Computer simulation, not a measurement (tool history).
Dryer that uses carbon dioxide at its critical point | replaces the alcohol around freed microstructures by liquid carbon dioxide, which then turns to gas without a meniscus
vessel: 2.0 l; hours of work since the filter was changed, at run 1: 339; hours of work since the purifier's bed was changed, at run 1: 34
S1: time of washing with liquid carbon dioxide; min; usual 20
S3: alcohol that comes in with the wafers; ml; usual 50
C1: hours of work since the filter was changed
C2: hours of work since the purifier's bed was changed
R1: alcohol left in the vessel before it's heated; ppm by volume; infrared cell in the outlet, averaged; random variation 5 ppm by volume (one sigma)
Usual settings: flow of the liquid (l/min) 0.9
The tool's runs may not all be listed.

Run 1, hour 0: usual settings; C1 339; C2 34. Result: R1 36 ppm by volume.
Run 2, hour 14.8: usual settings; C1 344; C2 39. Result: R1 40 ppm by volume.
Run 3, hour 34.4: usual settings; C1 351; C2 45. Result: R1 43 ppm by volume.
Run 4, hour 57.1: usual settings; C1 358; C2 53. Result: R1 34 ppm by volume.
Run 5, hour 78.5: usual settings; C1 365; C2 60. Result: R1 39 ppm by volume.
Run 6, hour 90.7: usual settings; C1 369; C2 64. Result: R1 41 ppm by volume.
Run 7, hour 103.4: usual settings; C1 374; C2 68. Result: R1 38 ppm by volume.
Run 8, hour 113.7: usual settings but S1 16 min; C1 377; C2 72. Result: R1 125 ppm by volume.
Run 9, hour 132.3: usual settings but S1 16 min, flow of the liquid (l/min) 0.631; C1 383; C2 78. Result: R1 559 ppm by volume.
Run 10, hour 153.2: usual settings but S1 18 min; C1 390; C2 85. Result: R1 62 ppm by volume.
Run 11, hour 175.5: usual settings; C1 398; C2 92. Result: R1 38 ppm by volume.
Run 12, hour 189.8: usual settings; C1 402; C2 97. Result: R1 39 ppm by volume.
Run 13, hour 209: usual settings; C1 409; C2 103. Result: R1 46 ppm by volume.
Run 14, hour 228.7: usual settings; C1 415; C2 110. Result: R1 45 ppm by volume.
Run 15, hour 248.8: usual settings but S1 31 min; C1 422; C2 116. Result: R1 9 ppm by volume.
Run 16, hour 270.6: usual settings but S1 14 min, flow of the liquid (l/min) 0.576, S3 21 ml; C1 429; C2 124. Result: R1 521 ppm by volume.
Run 17, hour 280.7: usual settings but S1 17 min; C1 432; C2 127. Result: R1 98 ppm by volume.
Run 18, hour 300.5: usual settings but S1 12 min, S3 21 ml; C1 439; C2 134. Result: R1 195 ppm by volume.
Run 19, hour 316.7: usual settings but S1 12 min, S3 21 ml; C1 444; C2 139. Result: R1 203 ppm by volume.
Run 20, hour 329.7: usual settings but S1 12 min, flow of the liquid (l/min) 1.468, S3 44 ml; C1 449; C2 143. Result: R1 52 ppm by volume.
Run 21, hour 342.6: usual settings but S1 28 min, flow of the liquid (l/min) 0.727, S3 95 ml; C1 453; C2 148. Result: R1 50 ppm by volume.
Run 22, hour 355.8: usual settings but S1 17 min, S3 22 ml; C1 457; C2 152. Result: R1 54 ppm by volume.
Run 23, hour 375.9: usual settings but S1 18 min, flow of the liquid (l/min) 0.838, S3 52 ml; C1 464; C2 159. Result: R1 118 ppm by volume.
Run 24, hour 387: usual settings but S1 17 min, flow of the liquid (l/min) 1.486, S3 34 ml; C1 468; C2 162. Result: R1 21 ppm by volume.
Run 25, hour 401.6: usual settings but S1 17 min, flow of the liquid (l/min) 1.486, S3 34 ml; C1 473; C2 167. Result: R1 21 ppm by volume.
Run 26, hour 418.6: usual settings but S3 82 ml; C1 478; C2 173. Result: R1 94 ppm by volume.
Run 27, hour 440.8: usual settings but flow of the liquid (l/min) 1.069, S3 74 ml; C1 486; C2 180. Result: R1 44 ppm by volume.
Run 28, hour 450.6: usual settings but flow of the liquid (l/min) 1.069, S3 74 ml; C1 489; C2 183. Result: R1 37 ppm by volume.
At hour 467.5: inlet filter changed.
Run 29, hour 474.2: usual settings but S1 21 min, flow of the liquid (l/min) 0.596, S3 35 ml; C1 2; C2 191. Result: R1 97 ppm by volume.
Run 30, hour 485.3: usual settings but S1 21 min, flow of the liquid (l/min) 0.596, S3 35 ml; C1 6; C2 195. Result: R1 93 ppm by volume.

Forecast each of these 4 alternatives for the next run:
Run A, hour 504.4: usual settings but S1 21 min, flow of the liquid (l/min) 0.596, S3 52 ml; C1 12; C2 201. Result: R1 ?.
Run B, hour 504.4: usual settings but flow of the liquid (l/min) 1.169, S3 41 ml; C1 12; C2 201. Result: R1 ?.
Run C, hour 504.4: usual settings but S1 18 min, flow of the liquid (l/min) 1.276, S3 114 ml; C1 12; C2 201. Result: R1 ?.
Run D, hour 504.4: usual settings but S1 21 min, flow of the liquid (l/min) 0.596, S3 51 ml; C1 12; C2 201. Result: R1 ?.

run   R1
  A  141
  B   23
  C   29
  D  132
Without the tool's hidden state the same runs would have given:
run   R1
  A  119
  B    4
  C   10
  D  110
